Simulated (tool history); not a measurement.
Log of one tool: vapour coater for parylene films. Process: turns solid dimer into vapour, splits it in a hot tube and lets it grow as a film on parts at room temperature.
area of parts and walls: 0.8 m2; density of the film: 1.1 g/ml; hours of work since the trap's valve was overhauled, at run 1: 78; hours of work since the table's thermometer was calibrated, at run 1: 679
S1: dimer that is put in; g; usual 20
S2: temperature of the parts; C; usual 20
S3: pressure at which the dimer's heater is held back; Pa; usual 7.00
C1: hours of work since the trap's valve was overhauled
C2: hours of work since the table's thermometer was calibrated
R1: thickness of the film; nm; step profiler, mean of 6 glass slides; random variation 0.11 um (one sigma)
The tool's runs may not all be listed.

| run | hour | S1 | S2 | S3 | C1 | C2 | R1 |
|---|---|---|---|---|---|---|---|
| 1 | 0.0 | 20 | 20 | 7.00 | 78 | 679 | 12660 |
| 2 | 58.6 | 20 | 20 | 7.00 | 103 | 704 | 12540 |
| 3 | 120.2 | 20 | 20 | 7.38 | 130 | 731 | 12440 |
| 4 | 158.8 | 20 | 20 | 2.79 | 147 | 747 | 13140 |
| 5 | 211.3 | 20 | 20 | 2.79 | 169 | 770 | 13220 |
| 6 | 243.9 | 20 | 28 | 7.00 | 184 | 784 | 10270 |
| 7 | 278.1 | 20 | 20 | 7.00 | 198 | 799 | 12040 |
| 8 | 334.3 | 20 | 20 | 7.00 | 223 | 823 | 11880 |
| 9 | 387.7 | 20 | 20 | 7.00 | 246 | 846 | 11640 |
| 10 | 428.5 | 20 | 19 | 7.00 | 264 | 864 | 11740 |
| 11 | 459.0 | 20 | 19 | 7.00 | 277 | 877 | 11830 |
| 12 | 489.3 | 20 | 19 | 7.00 | 290 | 890 | 11740 |
|  | 521.7 | trap's valve overhauled |
| 13 | 527.2 | 20 | 20 | 7.00 | 2 | 905 | 10830 |
| 14 | 588.6 | 20 | 20 | 7.00 | 29 | 932 | 10830 |
| 15 | 619.2 | 20 | 20 | 7.00 | 42 | 945 | 10510 |
| 16 | 659.2 | 20 | 20 | 7.00 | 60 | 962 | 10630 |
| 17 | 720.3 | 20 | 20 | 7.00 | 86 | 989 | 10420 |
| 18 | 780.7 | 20 | 20 | 7.00 | 112 | 1015 | 10200 |
| 19 | 807.1 | 20 | 20 | 7.00 | 124 | 1026 | 10080 |
|  | 829.2 | trap's valve overhauled, once more |
| 20 | 841.6 | 20 | 20 | 7.00 | 5 | 1039 | 13020 |
| 21 | 892.4 | 20 | 20 | 7.00 | 27 | 1061 | 13120 |
| 22 | 919.5 | 27 | 13 | 3.07 | 39 | 1073 | 21460 |
| 23 | 978.7 | 15 | 31 | 6.64 | 65 | 1099 | 7620 |
| 24 | 1018.1 | 15 | 31 | 6.64 | 82 | 1116 | 7560 |
| 25 | 1055.5 | 15 | 31 | 6.64 | 98 | 1132 | 7600 |
| 26 | 1090.3 | 12 | 19 | 11.62 | 113 | 1147 | 7300 |
| 27 | 1122.7 | 22 | 19 | 11.62 | 127 | 1161 | 13390 |
| 28 | 1155.5 | 8 | 17 | 6.45 | 141 | 1175 | 5240 |
| 29 | 1212.8 | 8 | 17 | 6.45 | 166 | 1200 | 5110 |
| 30 | 1256.1 | 8 | 17 | 6.45 | 185 | 1219 | 5230 |
| 31 | 1303.1 | 20 | 32 | 3.30 | 205 | 1239 | 9670 |
| 32 | 1334.8 | 19 | 15 | 2.75 | 219 | 1253 | 13620 |
| 33 | 1376.9 | 19 | 29 | 6.87 | 237 | 1271 | 9300 |
| 34 | 1402.1 | 19 | 29 | 6.87 | 248 | 1282 | 9260 |
| 35 | 1455.6 | 19 | 29 | 6.87 | 271 | 1305 | 9150 |
| 36 | 1496.3 | 19 | 29 | 6.87 | 289 | 1323 | 9150 |
|  | 1529.0 | trap's valve overhauled |
| 37 | 1536.4 | 9 | 14 | 7.00 | 3 | 1338 | 6790 |
| 38 | 1562.2 | 20 | 20 | 4.59 | 14 | 1350 | 13830 |
| 39 | 1600.5 | 28 | 20 | 4.68 | 31 | 1366 | 19070 |
| 40 | 1639.1 | 28 | 16 | 5.33 | 48 | 1383 | 20480 |
| 41 | 1693.5 | 28 | 16 | 5.33 | 71 | 1406 | 19760 |

Measured less the same run without the tool's hidden state. The same run-to-run variation is in both; the gauge's scatter may not be:
The hidden state here: vapour lost through the trap's worn valve, %; true temperature of the parts over the reading, C; drift of the gauge itself on film_um, %.
| run | R1 |
|---|---|
| 1 | -370 |
| 2 | -520 |
| 3 | -670 |
| 4 | -810 |
| 5 | -980 |
| 6 | -830 |
| 7 | -1070 |
| 8 | -1220 |
| 9 | -1330 |
| 10 | -1440 |
| 11 | -1550 |
| 12 | -1620 |
| 13 | -2170 |
| 14 | -2360 |
| 15 | -2380 |
| 16 | -2510 |
| 17 | -2640 |
| 18 | -2760 |
| 19 | -2810 |
| 20 | +80 |
| 21 | -50 |
| 22 | -200 |
| 23 | -160 |
| 24 | -210 |
| 25 | -260 |
| 26 | -310 |
| 27 | -650 |
| 28 | -290 |
| 29 | -350 |
| 30 | -400 |
| 31 | -840 |
| 32 | -1270 |
| 33 | -950 |
| 34 | -1000 |
| 35 | -1110 |
| 36 | -1190 |
| 37 | +80 |
| 38 | +100 |
| 39 | +0 |
| 40 | -130 |
| 41 | -320 |
